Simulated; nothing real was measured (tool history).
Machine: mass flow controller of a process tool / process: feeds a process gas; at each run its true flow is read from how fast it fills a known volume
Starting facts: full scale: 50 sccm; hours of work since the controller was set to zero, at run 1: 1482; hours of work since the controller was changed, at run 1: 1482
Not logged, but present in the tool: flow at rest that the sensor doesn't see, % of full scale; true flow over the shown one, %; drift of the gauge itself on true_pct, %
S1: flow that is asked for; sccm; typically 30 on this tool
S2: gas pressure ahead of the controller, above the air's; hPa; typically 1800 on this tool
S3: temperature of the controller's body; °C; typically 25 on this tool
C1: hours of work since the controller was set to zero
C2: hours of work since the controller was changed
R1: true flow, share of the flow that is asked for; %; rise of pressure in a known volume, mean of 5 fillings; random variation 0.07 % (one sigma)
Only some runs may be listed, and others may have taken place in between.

run	hour	S1	S2	S3	C1	C2	R1
1	0	30	1800	25	1482	1482	99.58
2	139.1	30	1800	25	1567	1567	99.55
3	232.4	30	1800	25	1624	1624	99.64
4	351.4	30	1800	25	1697	1697	99.87
5	460.7	35	1800	25	1763	1763	100.12
6	625.4	35	1800	25	1864	1864	100.09
7	730.8	35	1800	25	1929	1929	100.12
8	850.2	35	1800	25	2002	2002	100.11
9	1044.5	35	1800	25	2121	2121	100.23
10	1137.1	37	1800	35	2177	2177	100.81
11	1310.3	37	1800	35	2283	2283	100.8
12	1405.3	7	1570	35	2341	2341	101.22
13	1585.6	7	1570	35	2452	2452	101.23
14	1673.9	7	1570	28	2506	2506	100.98
15	1779.8	6	2050	25	2570	2570	101.63
16	1901.1	6	2050	25	2645	2645	101.84

Each row is a separate what-if for the run after 16, all from the same tool condition, not one after another. Results?
A	1999.6	41	1970	39	2705	2705	?
B	1999.6	6	1520	25	2705	2705	?
C	1999.6	25	2390	33	2705	2705	?
D	1999.6	8	1410	25	2705	2705	?

run	R1
A	101.58
B	101.47
C	100.86
D	100.78
With no hidden state in the tool, these same runs would have given:
run	R1
A	100.1
B	97.03
C	99.07
D	97.21
